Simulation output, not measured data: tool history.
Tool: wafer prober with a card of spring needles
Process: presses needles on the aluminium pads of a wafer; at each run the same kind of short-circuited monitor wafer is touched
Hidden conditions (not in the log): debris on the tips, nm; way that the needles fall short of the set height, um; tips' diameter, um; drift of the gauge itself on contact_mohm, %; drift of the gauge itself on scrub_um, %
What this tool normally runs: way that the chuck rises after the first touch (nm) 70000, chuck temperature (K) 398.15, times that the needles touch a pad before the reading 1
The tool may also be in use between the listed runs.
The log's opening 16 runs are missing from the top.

run,hour,way that the chuck rises after the first touch (nm),chuck temperature (K),times that the needles touch a pad before the reading,touches since the tips were cleaned,cleanings since the card got new needles,touches since the first contact's height was set,resistance of one needle with its contact and lead (mohm),way that a needle slides on the pad (nm)
# hour 296.4: tips cleaned on abrasive film
# hour 313.5: tips cleaned on abrasive film
17,315,70000,398.15,1,694,68,49022,151,9689
18,328,66000,309.15,1,6633,68,54961,180,9135
# hour 331.5: tips cleaned on abrasive film
# hour 349.6: tips cleaned on abrasive film
19,349.6,63000,319.15,3,0,70,64764,130,8696
# hour 366.7: tips cleaned on abrasive film
20,370.4,63000,361.15,2,1655,71,74227,149,8698
# hour 375.9: height of the first contact set anew
# hour 384.8: tips cleaned on abrasive film
21,390.6,78000,391.15,2,2639,72,6673,150,10838
# hour 402.6: tips cleaned on abrasive film
22,414.4,78000,308.15,2,5417,73,17536,147,10815
# hour 419.8: tips cleaned on abrasive film
23,428.4,53000,323.15,1,3910,74,23875,194,7345
# hour 437.7: tips cleaned on abrasive film
24,439.9,71000,377.15,2,991,75,29099,142,9838
# hour 455.4: tips cleaned on abrasive film
25,455.5,90000,398.15,3,65,76,36211,138,12473
26,470.4,62000,398.15,1,6875,76,43021,194,8585
# hour 472.3: tips cleaned on abrasive film
# hour 490.6: tips cleaned on abrasive film
27,495.4,54000,329.15,1,2180,78,54387,177,7445
# hour 509.2: tips cleaned on abrasive film
28,518.5,56000,304.15,1,4236,79,64897,194,7729
# hour 527.8: tips cleaned on abrasive film
29,536.4,87000,398.15,2,3928,80,73072,150,12019
# hour 544: height of the first contact set anew
# hour 545.5: tips cleaned on abrasive film
30,561.5,58000,311.15,2,7334,81,7953,171,8053
# hour 563.2: tips cleaned on abrasive film
31,576.5,59000,312.15,1,6105,82,14796,193,8187

Below are 5 alternative next runs, each starting from the tool's condition after run 31. Predict each:
# hour 581.7: tips cleaned on abrasive film
A,591.3,70000,310.15,3,4371,83,21495,?,?
# hour 581.7: tips cleaned on abrasive film
B,591.3,85000,301.15,1,4371,83,21495,?,?
# hour 581.7: tips cleaned on abrasive film
C,591.3,68000,318.15,1,4371,83,21495,?,?
# hour 581.7: tips cleaned on abrasive film
D,591.3,57000,398.15,1,4371,83,21495,?,?
# hour 581.7: tips cleaned on abrasive film
E,591.3,72000,329.15,2,4371,83,21495,?,?

run,resistance of one needle with its contact and lead (mohm),way that a needle slides on the pad (nm)
A,143,9711
B,156,11803
C,175,9433
D,196,7918
E,152,9999
Stripped of hidden state, with their random variation kept, the same runs would have yielded:
run,resistance of one needle with its contact and lead (mohm),way that a needle slides on the pad (nm)
A,126,9732
B,122,11824
C,128,9453
D,140,7938
E,126,10020
